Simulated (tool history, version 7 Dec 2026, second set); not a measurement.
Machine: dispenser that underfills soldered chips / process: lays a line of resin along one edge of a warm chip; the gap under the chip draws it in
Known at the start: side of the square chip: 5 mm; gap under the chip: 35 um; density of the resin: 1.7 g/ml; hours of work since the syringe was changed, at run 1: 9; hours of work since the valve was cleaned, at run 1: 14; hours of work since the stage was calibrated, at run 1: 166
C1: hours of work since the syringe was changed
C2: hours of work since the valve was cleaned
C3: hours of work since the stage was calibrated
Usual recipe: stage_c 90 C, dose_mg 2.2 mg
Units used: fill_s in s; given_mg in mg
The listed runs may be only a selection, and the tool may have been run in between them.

Run 1, hour 0: usual settings; C1 9; C2 14; C3 166. Result: fill_s 54.7 s, given_mg 2.19 mg.
At hour 2.6: new syringe of resin.
Run 2, hour 13.3: usual settings; C1 8; C2 24; C3 175. Result: fill_s 50.7 s, given_mg 2.18 mg.
At hour 16.9: new syringe of resin.
Run 3, hour 27.1: usual settings; C1 8; C2 34; C3 185. Result: fill_s 51.2 s, given_mg 2.14 mg.
At hour 31.3: new syringe of resin.
Run 4, hour 34.7: usual settings; C1 3; C2 39; C3 191. Result: fill_s 38 s, given_mg 2.16 mg.
Run 5, hour 42.5: usual settings; C1 8; C2 45; C3 197. Result: fill_s 50.5 s, given_mg 2.16 mg.
At hour 45.4: new syringe of resin.
Run 6, hour 52.5: usual settings but dose_mg 2.04 mg; C1 5; C2 52; C3 204. Result: fill_s 44.4 s, given_mg 1.95 mg.
At hour 59.8: new syringe of resin.
Run 7, hour 65.4: usual settings but stage_c 87 C, dose_mg 2.04 mg; C1 4; C2 62; C3 213. Result: fill_s 47.6 s, given_mg 1.97 mg.
At hour 74.1: new syringe of resin.
Run 8, hour 74.2: usual settings; C1 0; C2 68; C3 220. Result: fill_s 35.2 s, given_mg 2.14 mg.
Run 9, hour 81.3: usual settings; C1 5; C2 73; C3 225. Result: fill_s 44.7 s, given_mg 2.13 mg.
At hour 88.3: new syringe of resin.
Run 10, hour 93.6: usual settings; C1 4; C2 82; C3 234. Result: fill_s 40.7 s, given_mg 2.14 mg.
At hour 102.3: new syringe of resin.
Run 11, hour 108.1: usual settings but stage_c 78 C, dose_mg 2.02 mg; C1 4; C2 93; C3 244. Result: fill_s 64.6 s, given_mg 1.92 mg.
Run 12, hour 115: usual settings but stage_c 96 C, dose_mg 2.27 mg; C1 9; C2 98; C3 249. Result: fill_s 44.2 s, given_mg 2.17 mg.
At hour 117.4: new syringe of resin.
Run 13, hour 130.3: usual settings but stage_c 96 C, dose_mg 2.27 mg; C1 10; C2 109; C3 261. Result: fill_s 45.7 s, given_mg 2.15 mg.
At hour 131.6: new syringe of resin.
Run 14, hour 140.8: usual settings but stage_c 80 C, dose_mg 2.11 mg; C1 7; C2 117; C3 268. Result: fill_s 67.5 s, given_mg 2.01 mg.
At hour 144.8: dispensing valve cleaned and set on the balance.
At hour 147.9: new syringe of resin.
Run 15, hour 155.3: usual settings but stage_c 79 C, dose_mg 2.11 mg; C1 6; C2 8; C3 278. Result: fill_s 63.5 s, given_mg 2.08 mg.
At hour 162.1: new syringe of resin.
Run 16, hour 166.5: usual settings but stage_c 104 C, dose_mg 2.33 mg; C1 3; C2 16; C3 286. Result: fill_s 24.7 s, given_mg 2.32 mg.
At hour 176.1: new syringe of resin.
Run 17, hour 180: usual settings but stage_c 104 C, dose_mg 2.33 mg; C1 3; C2 26; C3 296. Result: fill_s 25.3 s, given_mg 2.28 mg.
At hour 190.7: new syringe of resin.
Run 18, hour 192.9: usual settings but stage_c 104 C, dose_mg 2.33 mg; C1 2; C2 35; C3 305. Result: fill_s 23.3 s, given_mg 2.27 mg.
At hour 204.9: new syringe of resin.
Run 19, hour 205.8: usual settings but stage_c 96 C, dose_mg 2.79 mg; C1 1; C2 44; C3 315. Result: fill_s 26.9 s, given_mg 2.73 mg.
Run 20, hour 213.2: usual settings but stage_c 96 C, dose_mg 2.79 mg; C1 6; C2 50; C3 320. Result: fill_s 36.6 s, given_mg 2.73 mg.

Entry by entry between the runs, the difference in hidden state between the last listed run before and the first listed run after:
After run 1, before run 2: new syringe of resin (hour 2.6)
  resin's viscosity, % of fresh resin's: 157.6 -> 149.6; dose that the valve gives, % of what is set: 99.31 -> 98.9; true chip temperature over the reading, C: 0.76 -> 0.81
  measured result minus the result with no hidden state, fill_s: +19.2 -> +16 s; given_mg: -0.01 -> -0.03 mg
After run 2, before run 3: new syringe of resin (hour 16.9)
  resin's viscosity, % of fresh resin's: 149.6 -> 147.8; dose that the valve gives, % of what is set: 98.9 -> 98.45; true chip temperature over the reading, C: 0.81 -> 0.86
  measured result minus the result with no hidden state, fill_s: +16 -> +15.6 s; given_mg: -0.03 -> -0.04 mg
After run 3, before run 4: new syringe of resin (hour 31.3)
  resin's viscosity, % of fresh resin's: 147.8 -> 110.9; dose that the valve gives, % of what is set: 98.45 -> 98.2; true chip temperature over the reading, C: 0.86 -> 0.89
  measured result minus the result with no hidden state, fill_s: +15.6 -> +2.8 s; given_mg: -0.04 -> -0.04 mg
After run 5, before run 6: new syringe of resin (hour 45.4)
  resin's viscosity, % of fresh resin's: 148.4 -> 130.4; dose that the valve gives, % of what is set: 97.94 -> 97.63; true chip temperature over the reading, C: 0.92 -> 0.96
  measured result minus the result with no hidden state, fill_s: +15.8 -> +9.6 s; given_mg: -0.04 -> -0.05 mg
After run 6, before run 7: new syringe of resin (hour 59.8)
  resin's viscosity, % of fresh resin's: 130.4 -> 123.8; dose that the valve gives, % of what is set: 97.63 -> 97.19; true chip temperature over the reading, C: 0.96 -> 1
  measured result minus the result with no hidden state, fill_s: +9.6 -> +8 s; given_mg: -0.05 -> -0.06 mg
After run 7, before run 8: new syringe of resin (hour 74.1)
  resin's viscosity, % of fresh resin's: 123.8 -> 101.4; dose that the valve gives, % of what is set: 97.19 -> 96.9; true chip temperature over the reading, C: 1 -> 1.03
  measured result minus the result with no hidden state, fill_s: +8 -> -0.5 s; given_mg: -0.06 -> -0.07 mg
After run 9, before run 10: new syringe of resin (hour 88.3)
  resin's viscosity, % of fresh resin's: 132.1 -> 119.6; dose that the valve gives, % of what is set: 96.64 -> 96.24; true chip temperature over the reading, C: 1.06 -> 1.11
  measured result minus the result with no hidden state, fill_s: +9.9 -> +5.7 s; given_mg: -0.07 -> -0.08 mg
After run 10, before run 11: new syringe of resin (hour 102.3)
  resin's viscosity, % of fresh resin's: 119.6 -> 123.2; dose that the valve gives, % of what is set: 96.24 -> 95.83; true chip temperature over the reading, C: 1.11 -> 1.16
  measured result minus the result with no hidden state, fill_s: +5.7 -> +10.6 s; given_mg: -0.08 -> -0.08 mg
After run 12, before run 13: new syringe of resin (hour 117.4)
  resin's viscosity, % of fresh resin's: 159.4 -> 160.4; dose that the valve gives, % of what is set: 95.6 -> 95.11; true chip temperature over the reading, C: 1.19 -> 1.25
  measured result minus the result with no hidden state, fill_s: +15.5 -> +16.1 s; given_mg: -0.1 -> -0.11 mg
After run 13, before run 14: new syringe of resin (hour 131.6)
  resin's viscosity, % of fresh resin's: 160.4 -> 140.6; dose that the valve gives, % of what is set: 95.11 -> 94.79; true chip temperature over the reading, C: 1.25 -> 1.29
  measured result minus the result with no hidden state, fill_s: +16.1 -> +18 s; given_mg: -0.11 -> -0.11 mg
After run 14, before run 15: dispensing valve cleaned and set on the balance (hour 144.8); new syringe of resin (hour 147.9)
  resin's viscosity, % of fresh resin's: 140.6 -> 130; dose that the valve gives, % of what is set: 94.79 -> 99.52; true chip temperature over the reading, C: 1.29 -> 1.34
  measured result minus the result with no hidden state, fill_s: +18 -> +12.3 s; given_mg: -0.11 -> -0.01 mg
After run 15, before run 16: new syringe of resin (hour 162.1)
  resin's viscosity, % of fresh resin's: 130 -> 118.6; dose that the valve gives, % of what is set: 99.52 -> 99.19; true chip temperature over the reading, C: 1.34 -> 1.39
  measured result minus the result with no hidden state, fill_s: +12.3 -> +3 s; given_mg: -0.01 -> -0.02 mg
After run 16, before run 17: new syringe of resin (hour 176.1)
  resin's viscosity, % of fresh resin's: 118.6 -> 115.8; dose that the valve gives, % of what is set: 99.19 -> 98.76; true chip temperature over the reading, C: 1.39 -> 1.44
  measured result minus the result with no hidden state, fill_s: +3 -> +2.5 s; given_mg: -0.02 -> -0.03 mg
After run 17, before run 18: new syringe of resin (hour 190.7)
  resin's viscosity, % of fresh resin's: 115.8 -> 109.4; dose that the valve gives, % of what is set: 98.76 -> 98.38; true chip temperature over the reading, C: 1.44 -> 1.49
  measured result minus the result with no hidden state, fill_s: +2.5 -> +1.1 s; given_mg: -0.03 -> -0.04 mg
After run 18, before run 19: new syringe of resin (hour 204.9)
  resin's viscosity, % of fresh resin's: 109.4 -> 103.8; dose that the valve gives, % of what is set: 98.38 -> 98.02; true chip temperature over the reading, C: 1.49 -> 1.53
  measured result minus the result with no hidden state, fill_s: +1.1 -> -0.3 s; given_mg: -0.04 -> -0.06 mg

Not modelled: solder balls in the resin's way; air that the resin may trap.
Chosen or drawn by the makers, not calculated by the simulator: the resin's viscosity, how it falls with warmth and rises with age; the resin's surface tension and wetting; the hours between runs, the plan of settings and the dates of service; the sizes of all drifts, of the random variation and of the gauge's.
